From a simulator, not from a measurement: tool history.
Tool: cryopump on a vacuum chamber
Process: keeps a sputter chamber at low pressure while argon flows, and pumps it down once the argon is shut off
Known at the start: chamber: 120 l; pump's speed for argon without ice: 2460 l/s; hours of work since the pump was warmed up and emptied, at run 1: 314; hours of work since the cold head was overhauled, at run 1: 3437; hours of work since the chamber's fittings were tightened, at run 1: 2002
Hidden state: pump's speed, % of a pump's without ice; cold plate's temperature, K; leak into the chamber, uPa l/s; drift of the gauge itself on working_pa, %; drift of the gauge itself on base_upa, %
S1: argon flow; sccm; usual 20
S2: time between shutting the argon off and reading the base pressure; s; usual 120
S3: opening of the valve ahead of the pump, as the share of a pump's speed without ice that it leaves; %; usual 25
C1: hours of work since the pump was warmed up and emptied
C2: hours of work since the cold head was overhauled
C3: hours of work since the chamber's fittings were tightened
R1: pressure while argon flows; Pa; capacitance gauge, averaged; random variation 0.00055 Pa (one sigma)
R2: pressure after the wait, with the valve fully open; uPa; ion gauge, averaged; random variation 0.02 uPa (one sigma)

run    hour  S1   S2  S3   C1    C2    C3      R1    R2
  1     0.0  20  120  25  314  3437  2002  0.0568  0.70
  2    71.3  14  120  25  373  3496  2061  0.0385  0.70
  3   190.5  14  120  25  472  3594  2160  0.0399  0.75
  4   293.2  14  120  25  557  3679  2245  0.0398  0.75
  5   343.2  29  120  25  598  3720  2286  0.0839  0.79
  6   436.1  29  120  25  675  3797  2363  0.0840  0.86
  7   541.2  27  120  25  762  3884  2450  0.0793  0.89
  8   617.8  27  120  25  825  3948  2513  0.0800  0.88
  9   724.4  27  120  25  913  4036  2602  0.0803  0.94
      781.6  -- pump warmed up, emptied and cooled again
 10   841.1  27  120  21   49  4128  2694  0.0899  0.81
 11   935.9  27  120  21  128  4207  2773  0.0900  0.86
 12  1041.6  36  120  25  215  4294  2860  0.1023  0.88
 13  1131.4  36  120  25  289  4368  2934  0.1025  0.88
     1194.7  -- leaking fittings of the chamber tightened, without venting
 14  1228.9  36  120  25  368  4447    28  0.1032  0.30
 15  1345.4  20  120  25  465  4544   125  0.0572  0.31
 16  1444.1  20   74  25  546  4625   206  0.0579  0.44
 17  1546.9  20  120  25  631  4710   291  0.0589  0.34
 18  1637.6  20  120  25  706  4785   366  0.0599  0.37
 19  1702.4  20   72  21  760  4839   420  0.0702  0.47
 20  1771.6  20   72  21  817  4896   477  0.0703  0.55
 21  1822.4  20   72  21  859  4938   519  0.0710  0.54
 22  1924.1  20   72  21  943  5022   603  0.0707  0.59
     1942.8  -- pump warmed up, emptied and cooled again
 23  2030.6  20   72  21   73  5106   687  0.0665  0.55

The next listed run, before its measurement:
 24  2091.5  32  120  28  123  5157  738   ?   ?

{"run 24": {"R1": 0.0794, "R2": 0.44}}
Without the tool's hidden state the same run would have given R1 0.0775 Pa, R2 0.28 uPa.

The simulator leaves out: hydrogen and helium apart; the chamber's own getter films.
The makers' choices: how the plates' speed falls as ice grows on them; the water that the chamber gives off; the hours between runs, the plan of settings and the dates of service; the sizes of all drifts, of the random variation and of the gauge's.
